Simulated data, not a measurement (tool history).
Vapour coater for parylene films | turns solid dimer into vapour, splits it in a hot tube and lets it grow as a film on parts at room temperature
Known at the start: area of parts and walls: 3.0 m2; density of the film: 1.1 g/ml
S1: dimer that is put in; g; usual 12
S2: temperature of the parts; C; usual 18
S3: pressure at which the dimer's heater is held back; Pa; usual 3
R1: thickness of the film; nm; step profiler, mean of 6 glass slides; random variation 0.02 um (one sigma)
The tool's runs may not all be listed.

run	hour	S1	S2	S3	R1
1	0	12	18	3	2510
2	15.4	12	18	3	2510
3	29.8	12	18	3	2480
4	36.6	12	18	3	2480
5	45.7	12	18	3	2480
6	53.9	12	18	3	2490
7	68.9	12	18	3	2500
8	81.2	12	18	3	2470
9	89.1	12	18	3	2470
10	96.1	12	18	3	2500
11	108.8	12	18	3	2470
12	123.9	9	13	7.35	2080
13	138.6	9	13	7.35	2030
14	153.4	16	23	3	2530
15	159.7	17	11	8.2	4180
16	166.5	17	11	8.2	4190
17	181.6	17	11	8.2	4180
18	190.8	19	18	5.8	3490
19	200.5	12	19	5.94	2060
20	209.7	14	24	3	2100
21	216.2	13	22	3.58	2040
22	224.9	7	12	8.99	1600

5 ways to go on from here, each from the tool as it stands after run 22. What would each give?
A	234.8	10	26	10.84	?
B	234.8	13	30	3.13	?
C	234.8	12	15	6.84	?
D	234.8	8	12	3.98	?
E	234.8	7	24	2.12	?

run	R1
A	1130
B	1430
C	2460
D	2030
E	1090
Without the tool's hidden state the same runs would have given:
run	R1
A	1280
B	1610
C	2780
D	2290
E	1230
